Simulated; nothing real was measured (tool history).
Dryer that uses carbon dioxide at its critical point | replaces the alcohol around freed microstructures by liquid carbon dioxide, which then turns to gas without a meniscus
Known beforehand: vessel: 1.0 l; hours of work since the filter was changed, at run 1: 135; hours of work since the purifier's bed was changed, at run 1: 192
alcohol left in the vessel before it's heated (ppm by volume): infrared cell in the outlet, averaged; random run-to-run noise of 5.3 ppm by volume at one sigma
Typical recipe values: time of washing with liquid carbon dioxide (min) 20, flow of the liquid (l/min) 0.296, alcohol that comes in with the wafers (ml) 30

run,hour,time of washing with liquid carbon dioxide (min),flow of the liquid (l/min),alcohol that comes in with the wafers (ml),hours of work since the filter was changed,hours of work since the purifier's bed was changed,alcohol left in the vessel before it's heated (ppm by volume)
1,0,20,0.296,30,135,192,189
2,12.1,20,0.296,30,143,201,209
3,24.7,20,0.296,30,152,209,197
4,46.1,19,0.296,30,166,224,271
5,56.9,19,0.296,30,174,231,283
6,73.9,20,0.258,30,185,243,442
7,88.5,21,0.258,30,195,253,365
8,99.8,15,0.296,30,203,260,807
# hour 110.2: inlet filter changed
9,110.5,20,0.238,30,0,267,336

Run 10 has not been measured yet. What should we expect?
10,128,20,0.238,30,12,279,?

{"run 10": {"alcohol left in the vessel before it's heated (ppm by volume)": 364}}
With the hidden condition absent and the run-to-run variation left alone, this run would have shown alcohol left in the vessel before it's heated (ppm by volume) 342.
